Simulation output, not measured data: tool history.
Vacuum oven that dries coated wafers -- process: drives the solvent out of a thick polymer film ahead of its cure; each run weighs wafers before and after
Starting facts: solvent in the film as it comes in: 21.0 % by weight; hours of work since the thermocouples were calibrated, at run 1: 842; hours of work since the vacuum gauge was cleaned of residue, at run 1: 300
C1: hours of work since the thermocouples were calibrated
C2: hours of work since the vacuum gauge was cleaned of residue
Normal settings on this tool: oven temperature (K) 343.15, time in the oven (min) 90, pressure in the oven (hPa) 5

{"run": 1, "day": 0.0, "oven temperature (K)": 343.15, "time in the oven (min)": 90, "pressure in the oven (hPa)": 5, "C1": 842, "C2": 300, "solvent left in the film (%)": 0.911}
{"run": 2, "day": 0.992, "oven temperature (K)": 343.15, "time in the oven (min)": 90, "pressure in the oven (hPa)": 5, "C1": 858, "C2": 316, "solvent left in the film (%)": 0.899}
{"run": 3, "day": 2.479, "oven temperature (K)": 343.15, "time in the oven (min)": 90, "pressure in the oven (hPa)": 5, "C1": 882, "C2": 339, "solvent left in the film (%)": 0.9}
{"run": 4, "day": 3.4, "oven temperature (K)": 343.15, "time in the oven (min)": 90, "pressure in the oven (hPa)": 5, "C1": 897, "C2": 354, "solvent left in the film (%)": 0.902}
{"run": 5, "day": 4.875, "oven temperature (K)": 343.15, "time in the oven (min)": 90, "pressure in the oven (hPa)": 5, "C1": 920, "C2": 378, "solvent left in the film (%)": 0.901}
{"run": 6, "day": 5.625, "oven temperature (K)": 329.15, "time in the oven (min)": 90, "pressure in the oven (hPa)": 5, "C1": 932, "C2": 390, "solvent left in the film (%)": 4.273}
{"day": 6.812, "done": "oven's thermocouples calibrated"}
{"run": 7, "day": 7.133, "oven temperature (K)": 329.15, "time in the oven (min)": 90, "pressure in the oven (hPa)": 5, "C1": 5, "C2": 412, "solvent left in the film (%)": 4.866}
{"run": 8, "day": 8.033, "oven temperature (K)": 329.15, "time in the oven (min)": 90, "pressure in the oven (hPa)": 5, "C1": 19, "C2": 427, "solvent left in the film (%)": 4.868}
{"run": 9, "day": 9.342, "oven temperature (K)": 329.15, "time in the oven (min)": 90, "pressure in the oven (hPa)": 5, "C1": 40, "C2": 448, "solvent left in the film (%)": 4.868}
{"run": 10, "day": 10.8, "oven temperature (K)": 329.15, "time in the oven (min)": 90, "pressure in the oven (hPa)": 5, "C1": 64, "C2": 471, "solvent left in the film (%)": 4.855}
{"run": 11, "day": 11.558, "oven temperature (K)": 341.15, "time in the oven (min)": 81, "pressure in the oven (hPa)": 3.4, "C1": 76, "C2": 483, "solvent left in the film (%)": 1.822}
{"run": 12, "day": 12.479, "oven temperature (K)": 341.15, "time in the oven (min)": 81, "pressure in the oven (hPa)": 3.56, "C1": 90, "C2": 498, "solvent left in the film (%)": 1.827}

Forecast run 13:
{"run": 13, "day": 13.454, "oven temperature (K)": 357.15, "time in the oven (min)": 81, "pressure in the oven (hPa)": 4.82, "C1": 106, "C2": 513, "solvent left in the film (%)": "?"}

Run 13 gave solvent left in the film (%) 0.166.
Minus the tool's unlogged condition, the same run would have read solvent left in the film (%) 0.151.
